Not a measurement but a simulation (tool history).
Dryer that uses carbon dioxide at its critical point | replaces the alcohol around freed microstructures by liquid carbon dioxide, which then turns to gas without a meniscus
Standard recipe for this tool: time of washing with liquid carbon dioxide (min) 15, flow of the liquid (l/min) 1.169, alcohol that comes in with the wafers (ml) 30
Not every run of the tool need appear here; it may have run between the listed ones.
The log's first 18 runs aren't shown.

run,hour,time of washing with liquid carbon dioxide (min),flow of the liquid (l/min),alcohol that comes in with the wafers (ml),hours of work since the filter was changed,hours of work since the purifier's bed was changed,alcohol left in the vessel before it's heated (ppm by volume)
19,498.2,15,1.169,30,281,620,227
20,515.4,15,1.169,30,294,633,225
21,539.6,15,1.169,30,312,651,237
22,569.7,15,1.169,30,334,674,246
# hour 596.4: purifier's bed changed
23,603.9,15,1.169,30,357,6,57
24,630.2,18,1.210,62,377,25,42
25,665.1,18,0.740,62,403,51,481
26,682.2,15,1.000,30,416,64,162
27,716.4,15,1.000,30,441,89,168
28,737.7,10,0.840,27,457,105,1053
29,762.3,10,1.120,86,475,123,1443
30,788.0,10,1.330,20,495,143,228
# hour 802.2: inlet filter changed
31,811.7,10,0.800,74,7,160,2015
32,833.2,23,0.830,97,23,176,102
33,859.9,12,0.920,30,43,195,332
34,883.9,15,1.820,108,61,213,61
35,925.1,21,0.750,24,92,244,122
36,956.8,15,1.830,30,115,268,80
37,993.8,15,1.830,30,143,295,93
38,1027.1,15,1.410,66,167,320,115
39,1045.3,17,0.890,30,181,334,184
40,1066.8,12,1.110,29,197,350,259
41,1083.7,12,1.110,29,210,362,266

The next listed run, before its measurement:
42,1107.0,17,1.169,94,227,380,?

alcohol left in the vessel before it's heated (ppm by volume): 163
If the tool had no hidden condition, the same run with the same run-to-run variation would have returned alcohol left in the vessel before it's heated (ppm by volume) 35.
